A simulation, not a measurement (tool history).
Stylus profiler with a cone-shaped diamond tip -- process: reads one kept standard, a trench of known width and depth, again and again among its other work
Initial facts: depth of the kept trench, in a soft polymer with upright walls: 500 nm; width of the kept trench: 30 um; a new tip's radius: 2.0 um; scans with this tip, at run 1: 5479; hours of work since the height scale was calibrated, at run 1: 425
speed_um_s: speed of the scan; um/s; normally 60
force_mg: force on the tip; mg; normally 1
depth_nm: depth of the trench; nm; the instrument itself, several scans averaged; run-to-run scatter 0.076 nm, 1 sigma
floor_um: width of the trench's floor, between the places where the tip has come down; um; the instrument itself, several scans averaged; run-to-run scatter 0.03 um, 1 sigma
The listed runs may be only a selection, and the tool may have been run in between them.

run,day,speed_um_s,force_mg,scans with this tip,hours of work since the height scale was calibrated,depth_nm,floor_um
1,0,60,1,5479,425,501.89,26.73
2,0.638,60,1,5621,436,501.76,26.75
3,1.104,60,1,5726,444,501.81,26.79
4,1.679,60,1,5855,454,501.68,26.68
5,2.067,60,1,5942,461,501.72,26.77
6,2.329,60,0.62,6001,465,501,26.64
7,2.704,60,0.99,6085,472,501.53,26.75
8,3.158,60,0.99,6187,480,501.65,26.65
9,3.638,60,0.49,6294,488,500.82,26.58
10,4.167,60,0.49,6412,497,500.73,26.6
11,4.671,20,1,6525,506,501.64,26.89
12,5.154,17,1,6634,514,501.56,26.9
13,5.625,17,1,6739,523,501.68,26.83
14,6.062,17,1,6837,530,501.46,26.94
15,6.658,20,0.64,6970,541,500.89,26.85
16,7.254,20,0.64,7104,551,501.07,26.81
17,7.588,53,0.64,7178,557,501.08,26.61
18,8.175,133,0.5,7310,567,500.59,26.04
# day 8.254: height scale calibrated on a step standard
19,8.479,59,0.61,7374,4,500.52,26.56
20,9.042,34,1,7500,14,501.18,26.74
21,9.654,34,1,7637,24,501.11,26.72
22,10.162,35,0.85,7751,33,500.73,26.72
# day 10.379: height scale calibrated on a step standard, once more
23,10.788,100,2.24,7886,7,503.77,26.53
24,11.108,101,2.83,7958,13,504.61,26.61
25,11.708,101,2.83,8093,23,504.67,26.63
26,12.012,214,0.42,8161,28,501.26,25.32
27,12.3,123,1.07,8225,33,502.24,26.3
28,12.883,123,1.07,8356,44,502.21,26.32

3 options for the next run, each taken on its own from the tool as it stands now. Forecast them:
A,13.225,197,2.44,8433,49,?,?
B,13.225,65,1.52,8433,49,?,?
C,13.225,109,1.14,8433,49,?,?

run,depth_nm,floor_um
A,504.03,26.24
B,502.96,26.59
C,502.32,26.35
With the hidden condition removed and each run's random variation left untouched, the same runs would have given:
run,depth_nm,floor_um
A,504.19,26.74
B,503.11,27.1
C,502.48,26.85
